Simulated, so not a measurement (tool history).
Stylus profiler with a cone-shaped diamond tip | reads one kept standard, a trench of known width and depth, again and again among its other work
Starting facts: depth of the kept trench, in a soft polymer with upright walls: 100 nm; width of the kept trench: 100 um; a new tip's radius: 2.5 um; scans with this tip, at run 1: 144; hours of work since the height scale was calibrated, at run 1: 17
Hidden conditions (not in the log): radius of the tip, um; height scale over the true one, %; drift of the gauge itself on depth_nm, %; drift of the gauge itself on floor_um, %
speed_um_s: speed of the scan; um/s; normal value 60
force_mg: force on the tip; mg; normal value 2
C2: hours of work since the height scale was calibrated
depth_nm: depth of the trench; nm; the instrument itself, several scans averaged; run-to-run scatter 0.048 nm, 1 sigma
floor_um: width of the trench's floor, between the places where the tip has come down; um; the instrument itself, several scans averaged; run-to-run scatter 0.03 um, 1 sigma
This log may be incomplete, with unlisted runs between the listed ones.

{"run": 1, "day": 0.0, "speed_um_s": 60, "force_mg": 2, "scans with this tip": 144, "C2": 17, "depth_nm": 100.48, "floor_um": 98.25}
{"run": 2, "day": 0.583, "speed_um_s": 60, "force_mg": 2.32, "scans with this tip": 229, "C2": 27, "depth_nm": 100.56, "floor_um": 98.3}
{"run": 3, "day": 1.433, "speed_um_s": 60, "force_mg": 2.32, "scans with this tip": 353, "C2": 42, "depth_nm": 100.45, "floor_um": 98.26}
{"run": 4, "day": 1.9, "speed_um_s": 60, "force_mg": 2.32, "scans with this tip": 421, "C2": 50, "depth_nm": 100.55, "floor_um": 98.26}
{"run": 5, "day": 2.608, "speed_um_s": 60, "force_mg": 2.32, "scans with this tip": 524, "C2": 62, "depth_nm": 100.5, "floor_um": 98.26}
{"run": 6, "day": 3.558, "speed_um_s": 60, "force_mg": 2.32, "scans with this tip": 663, "C2": 79, "depth_nm": 100.53, "floor_um": 98.26}
{"run": 7, "day": 4.138, "speed_um_s": 60, "force_mg": 3.89, "scans with this tip": 747, "C2": 88, "depth_nm": 100.75, "floor_um": 98.35}
{"run": 8, "day": 5.071, "speed_um_s": 60, "force_mg": 3.89, "scans with this tip": 883, "C2": 105, "depth_nm": 100.76, "floor_um": 98.33}
{"run": 9, "day": 5.675, "speed_um_s": 60, "force_mg": 3.89, "scans with this tip": 971, "C2": 115, "depth_nm": 100.79, "floor_um": 98.35}
{"run": 10, "day": 6.5, "speed_um_s": 60, "force_mg": 3.89, "scans with this tip": 1092, "C2": 129, "depth_nm": 100.69, "floor_um": 98.34}
{"run": 11, "day": 7.088, "speed_um_s": 60, "force_mg": 3.89, "scans with this tip": 1177, "C2": 139, "depth_nm": 100.76, "floor_um": 98.33}
{"run": 12, "day": 7.946, "speed_um_s": 172, "force_mg": 2, "scans with this tip": 1303, "C2": 154, "depth_nm": 100.56, "floor_um": 97.54}
{"run": 13, "day": 8.696, "speed_um_s": 145, "force_mg": 2, "scans with this tip": 1412, "C2": 167, "depth_nm": 100.47, "floor_um": 97.69}
{"run": 14, "day": 9.4, "speed_um_s": 145, "force_mg": 2, "scans with this tip": 1515, "C2": 179, "depth_nm": 100.49, "floor_um": 97.67}
{"run": 15, "day": 10.233, "speed_um_s": 145, "force_mg": 2, "scans with this tip": 1636, "C2": 194, "depth_nm": 100.47, "floor_um": 97.73}
{"run": 16, "day": 11.008, "speed_um_s": 145, "force_mg": 2, "scans with this tip": 1749, "C2": 207, "depth_nm": 100.54, "floor_um": 97.69}
{"run": 17, "day": 11.742, "speed_um_s": 145, "force_mg": 2, "scans with this tip": 1856, "C2": 220, "depth_nm": 100.55, "floor_um": 97.69}
{"run": 18, "day": 12.367, "speed_um_s": 60, "force_mg": 2, "scans with this tip": 1947, "C2": 231, "depth_nm": 100.59, "floor_um": 98.21}
{"run": 19, "day": 12.779, "speed_um_s": 60, "force_mg": 2, "scans with this tip": 2008, "C2": 238, "depth_nm": 100.54, "floor_um": 98.22}
{"run": 20, "day": 13.183, "speed_um_s": 60, "force_mg": 1.73, "scans with this tip": 2066, "C2": 245, "depth_nm": 100.51, "floor_um": 98.13}
{"run": 21, "day": 14.008, "speed_um_s": 60, "force_mg": 1.73, "scans with this tip": 2187, "C2": 259, "depth_nm": 100.54, "floor_um": 98.16}
{"run": 22, "day": 14.771, "speed_um_s": 31, "force_mg": 2, "scans with this tip": 2298, "C2": 272, "depth_nm": 100.52, "floor_um": 98.34}
{"run": 23, "day": 15.696, "speed_um_s": 60, "force_mg": 2, "scans with this tip": 2433, "C2": 288, "depth_nm": 100.65, "floor_um": 98.18}
{"run": 24, "day": 16.567, "speed_um_s": 29, "force_mg": 2, "scans with this tip": 2560, "C2": 303, "depth_nm": 100.59, "floor_um": 98.35}
{"run": 25, "day": 17.367, "speed_um_s": 124, "force_mg": 1.45, "scans with this tip": 2677, "C2": 317, "depth_nm": 100.56, "floor_um": 97.68}
{"run": 26, "day": 17.808, "speed_um_s": 183, "force_mg": 4.1, "scans with this tip": 2741, "C2": 325, "depth_nm": 100.96, "floor_um": 97.79}
{"run": 27, "day": 18.521, "speed_um_s": 183, "force_mg": 4.1, "scans with this tip": 2845, "C2": 337, "depth_nm": 100.84, "floor_um": 97.77}
{"run": 28, "day": 19.504, "speed_um_s": 42, "force_mg": 1.06, "scans with this tip": 2989, "C2": 354, "depth_nm": 100.45, "floor_um": 98.17}
{"run": 29, "day": 20.379, "speed_um_s": 42, "force_mg": 1.06, "scans with this tip": 3116, "C2": 369, "depth_nm": 100.44, "floor_um": 98.17}
{"run": 30, "day": 20.942, "speed_um_s": 189, "force_mg": 0.88, "scans with this tip": 3198, "C2": 379, "depth_nm": 100.41, "floor_um": 96.72}
{"run": 31, "day": 21.383, "speed_um_s": 142, "force_mg": 5.84, "scans with this tip": 3262, "C2": 387, "depth_nm": 101.03, "floor_um": 98.03}
{"run": 32, "day": 22.371, "speed_um_s": 142, "force_mg": 5.84, "scans with this tip": 3406, "C2": 404, "depth_nm": 101.07, "floor_um": 98.01}
{"run": 33, "day": 23.108, "speed_um_s": 142, "force_mg": 5.84, "scans with this tip": 3514, "C2": 416, "depth_nm": 101.12, "floor_um": 98.02}
{"run": 34, "day": 23.942, "speed_um_s": 142, "force_mg": 5.84, "scans with this tip": 3636, "C2": 431, "depth_nm": 101.1, "floor_um": 98.07}
{"run": 35, "day": 24.783, "speed_um_s": 178, "force_mg": 2.79, "scans with this tip": 3759, "C2": 445, "depth_nm": 100.75, "floor_um": 97.53}
{"run": 36, "day": 25.592, "speed_um_s": 40, "force_mg": 1.26, "scans with this tip": 3877, "C2": 459, "depth_nm": 100.42, "floor_um": 98.15}
{"run": 37, "day": 26.225, "speed_um_s": 57, "force_mg": 2.56, "scans with this tip": 3969, "C2": 470, "depth_nm": 100.82, "floor_um": 98.19}
{"run": 38, "day": 27.108, "speed_um_s": 57, "force_mg": 2.56, "scans with this tip": 4098, "C2": 485, "depth_nm": 100.71, "floor_um": 98.18}
{"run": 39, "day": 27.642, "speed_um_s": 51, "force_mg": 2.87, "scans with this tip": 4175, "C2": 495, "depth_nm": 100.76, "floor_um": 98.23}
{"run": 40, "day": 28.333, "speed_um_s": 153, "force_mg": 1.85, "scans with this tip": 4276, "C2": 507, "depth_nm": 100.71, "floor_um": 97.49}
{"run": 41, "day": 28.9, "speed_um_s": 19, "force_mg": 3.47, "scans with this tip": 4359, "C2": 516, "depth_nm": 100.92, "floor_um": 98.44}
{"run": 42, "day": 29.533, "speed_um_s": 15, "force_mg": 4.79, "scans with this tip": 4452, "C2": 527, "depth_nm": 101.14, "floor_um": 98.43}
{"run": 43, "day": 30.421, "speed_um_s": 69, "force_mg": 3.35, "scans with this tip": 4581, "C2": 543, "depth_nm": 100.87, "floor_um": 98.12}
{"run": 44, "day": 31.308, "speed_um_s": 187, "force_mg": 3.32, "scans with this tip": 4710, "C2": 558, "depth_nm": 100.91, "floor_um": 97.62}
{"run": 45, "day": 32.062, "speed_um_s": 43, "force_mg": 1.08, "scans with this tip": 4820, "C2": 571, "depth_nm": 100.49, "floor_um": 98.14}
{"run": 46, "day": 32.671, "speed_um_s": 79, "force_mg": 0.98, "scans with this tip": 4909, "C2": 582, "depth_nm": 100.51, "floor_um": 97.82}
{"run": 47, "day": 33.221, "speed_um_s": 60, "force_mg": 4.22, "scans with this tip": 4990, "C2": 591, "depth_nm": 101.03, "floor_um": 98.25}
{"run": 48, "day": 33.792, "speed_um_s": 38, "force_mg": 4.22, "scans with this tip": 5072, "C2": 601, "depth_nm": 100.96, "floor_um": 98.28}

Here are 3 independent what-if runs from the current tool condition. What would each one return?
{"run": "A", "day": 34.5, "speed_um_s": 146, "force_mg": 4.1, "scans with this tip": 5176, "C2": 613, "depth_nm": "?", "floor_um": "?"}
{"run": "B", "day": 34.5, "speed_um_s": 134, "force_mg": 3.67, "scans with this tip": 5176, "C2": 613, "depth_nm": "?", "floor_um": "?"}
{"run": "C", "day": 34.5, "speed_um_s": 106, "force_mg": 0.79, "scans with this tip": 5176, "C2": 613, "depth_nm": "?", "floor_um": "?"}

run=A depth_nm=100.97 floor_um=97.86
run=B depth_nm=101.01 floor_um=97.84
run=C depth_nm=100.5 floor_um=97.41
Had the tool no hidden state, the same runs would have come out as:
run=A depth_nm=100.72 floor_um=97.98
run=B depth_nm=100.76 floor_um=97.96
run=C depth_nm=100.25 floor_um=97.53
